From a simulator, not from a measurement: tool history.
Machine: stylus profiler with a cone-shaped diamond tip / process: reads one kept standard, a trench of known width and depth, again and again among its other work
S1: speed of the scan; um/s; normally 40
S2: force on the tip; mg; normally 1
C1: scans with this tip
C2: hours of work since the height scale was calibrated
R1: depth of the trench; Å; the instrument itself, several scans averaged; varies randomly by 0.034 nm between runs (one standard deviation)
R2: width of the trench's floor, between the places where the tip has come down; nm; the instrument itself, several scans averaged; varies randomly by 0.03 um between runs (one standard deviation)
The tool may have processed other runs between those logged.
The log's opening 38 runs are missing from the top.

run    hour   S1    S2    C1   C2      R1     R2
 39    1338  100  1.33  3710  230  1008.9  27930
 40  1386.5  100  2.38  3826  258  1011.8  28040
 41    1431   53  2.26  3932  285  1012.2  28210
 42  1459.6   53  2.26  4000  301  1012.2  28170
 43    1482   53  2.26  4054  315  1011.8  28210
 44  1525.1   84  0.62  4157  340  1005.8  27740
 45    1547   84  0.62  4209  353  1005.2  27770
 46  1597.4   81     1  4330  383  1006.5  27890

Predict each of these 4 candidate next runs independently; none follows another, all start after run 46:
  A  1633.2   63  1.17  4415  404   ?   ?
  B  1633.2   81  1.52  4415  404   ?   ?
  C  1633.2  133     1  4415  404   ?   ?
  D  1633.2   23  0.43  4415  404   ?   ?

run      R1     R2
  A  1007.7  28040
  B  1009.2  28010
  C  1006.9  27540
  D  1004.3  28160
Without the tool's unlogged condition, the same runs would have read:
run      R1     R2
  A  1007.6  28260
  B  1009.1  28230
  C  1006.8  27760
  D  1004.2  28380
